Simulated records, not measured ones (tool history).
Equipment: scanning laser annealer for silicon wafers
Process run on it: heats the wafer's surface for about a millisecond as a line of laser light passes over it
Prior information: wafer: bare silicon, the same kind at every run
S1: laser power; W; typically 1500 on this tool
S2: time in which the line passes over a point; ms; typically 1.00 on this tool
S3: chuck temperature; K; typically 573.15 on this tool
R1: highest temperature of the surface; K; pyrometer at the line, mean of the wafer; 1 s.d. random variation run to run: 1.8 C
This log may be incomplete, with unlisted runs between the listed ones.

{"run": 1, "hour": 0.0, "S1": 1500, "S2": 1.0, "S3": 573.15, "R1": 1293.15}
{"run": 2, "hour": 51.8, "S1": 1500, "S2": 1.0, "S3": 561.15, "R1": 1284.15}
{"run": 3, "hour": 96.1, "S1": 1500, "S2": 1.0, "S3": 561.15, "R1": 1282.15}
{"run": 4, "hour": 125.2, "S1": 1500, "S2": 1.0, "S3": 561.15, "R1": 1280.15}
{"run": 5, "hour": 167.7, "S1": 1500, "S2": 1.0, "S3": 561.15, "R1": 1286.15}
{"run": 6, "hour": 200.4, "S1": 1500, "S2": 1.0, "S3": 561.15, "R1": 1278.15}
{"run": 7, "hour": 259.3, "S1": 1356, "S2": 1.0, "S3": 573.15, "R1": 1208.15}
{"run": 8, "hour": 315.5, "S1": 1500, "S2": 1.0, "S3": 573.15, "R1": 1295.15}
{"run": 9, "hour": 353.5, "S1": 1500, "S2": 1.0, "S3": 573.15, "R1": 1294.15}
{"run": 10, "hour": 388.2, "S1": 1500, "S2": 1.0, "S3": 564.15, "R1": 1287.15}
{"run": 11, "hour": 439.5, "S1": 1500, "S2": 1.0, "S3": 573.15, "R1": 1293.15}
{"run": 12, "hour": 490.2, "S1": 1500, "S2": 1.0, "S3": 573.15, "R1": 1294.15}
{"run": 13, "hour": 543.4, "S1": 1500, "S2": 1.0, "S3": 573.15, "R1": 1290.15}
{"run": 14, "hour": 581.7, "S1": 1500, "S2": 1.0, "S3": 573.15, "R1": 1296.15}
{"run": 15, "hour": 645.3, "S1": 1500, "S2": 1.0, "S3": 597.15, "R1": 1320.15}
{"run": 16, "hour": 700.5, "S1": 1410, "S2": 1.0, "S3": 573.15, "R1": 1242.15}
{"run": 17, "hour": 760.5, "S1": 1410, "S2": 0.75, "S3": 573.15, "R1": 1159.15}
{"run": 18, "hour": 809.9, "S1": 1410, "S2": 0.75, "S3": 573.15, "R1": 1163.15}
{"run": 19, "hour": 875.2, "S1": 1500, "S2": 1.0, "S3": 573.15, "R1": 1295.15}
{"hour": 882.4, "done": "window over the wafer cleaned"}
{"run": 20, "hour": 936.4, "S1": 1500, "S2": 1.0, "S3": 573.15, "R1": 1296.15}
{"run": 21, "hour": 994.9, "S1": 1500, "S2": 1.0, "S3": 573.15, "R1": 1293.15}
{"run": 22, "hour": 1059.0, "S1": 1476, "S2": 0.79, "S3": 578.15, "R1": 1213.15}
{"hour": 1103.4, "done": "optics aligned, line set to its width"}
{"run": 23, "hour": 1120.0, "S1": 1400, "S2": 0.87, "S3": 553.15, "R1": 1176.15}
{"run": 24, "hour": 1164.4, "S1": 1400, "S2": 1.21, "S3": 538.15, "R1": 1260.15}
{"run": 25, "hour": 1207.1, "S1": 1400, "S2": 1.21, "S3": 538.15, "R1": 1260.15}
{"run": 26, "hour": 1258.3, "S1": 1400, "S2": 1.21, "S3": 538.15, "R1": 1257.15}
{"run": 27, "hour": 1284.7, "S1": 1501, "S2": 0.85, "S3": 538.15, "R1": 1209.15}
{"run": 28, "hour": 1311.6, "S1": 1452, "S2": 0.99, "S3": 548.15, "R1": 1241.15}
{"run": 29, "hour": 1349.5, "S1": 1539, "S2": 1.0, "S3": 587.15, "R1": 1333.15}
{"run": 30, "hour": 1389.0, "S1": 1529, "S2": 1.0, "S3": 608.15, "R1": 1348.15}
{"run": 31, "hour": 1419.7, "S1": 1529, "S2": 1.0, "S3": 608.15, "R1": 1348.15}
{"run": 32, "hour": 1446.0, "S1": 1623, "S2": 1.07, "S3": 602.15, "R1": 1421.15}
{"run": 33, "hour": 1502.1, "S1": 1623, "S2": 1.07, "S3": 602.15, "R1": 1425.15}
{"run": 34, "hour": 1555.8, "S1": 1620, "S2": 0.97, "S3": 573.15, "R1": 1358.15}
{"run": 35, "hour": 1602.1, "S1": 1620, "S2": 0.97, "S3": 573.15, "R1": 1358.15}
{"run": 36, "hour": 1664.4, "S1": 1460, "S2": 0.96, "S3": 537.15, "R1": 1224.15}
{"run": 37, "hour": 1720.3, "S1": 1378, "S2": 0.74, "S3": 557.15, "R1": 1122.15}
{"run": 38, "hour": 1748.7, "S1": 1300, "S2": 0.83, "S3": 570.15, "R1": 1123.15}
{"hour": 1769.4, "done": "window over the wafer cleaned"}
{"run": 39, "hour": 1780.8, "S1": 1300, "S2": 0.83, "S3": 570.15, "R1": 1125.15}
{"run": 40, "hour": 1830.3, "S1": 1650, "S2": 1.0, "S3": 605.15, "R1": 1418.15}
{"run": 41, "hour": 1871.0, "S1": 1500, "S2": 0.76, "S3": 573.15, "R1": 1211.15}

Run 42 has not been measured yet. What should we expect?
{"run": 42, "hour": 1908.1, "S1": 1349, "S2": 1.06, "S3": 567.15, "R1": "?"}

Run 42 produced R1 1214.15 K.
The same run, on a tool lacking any hidden state, would have yielded R1 1214.15 K.
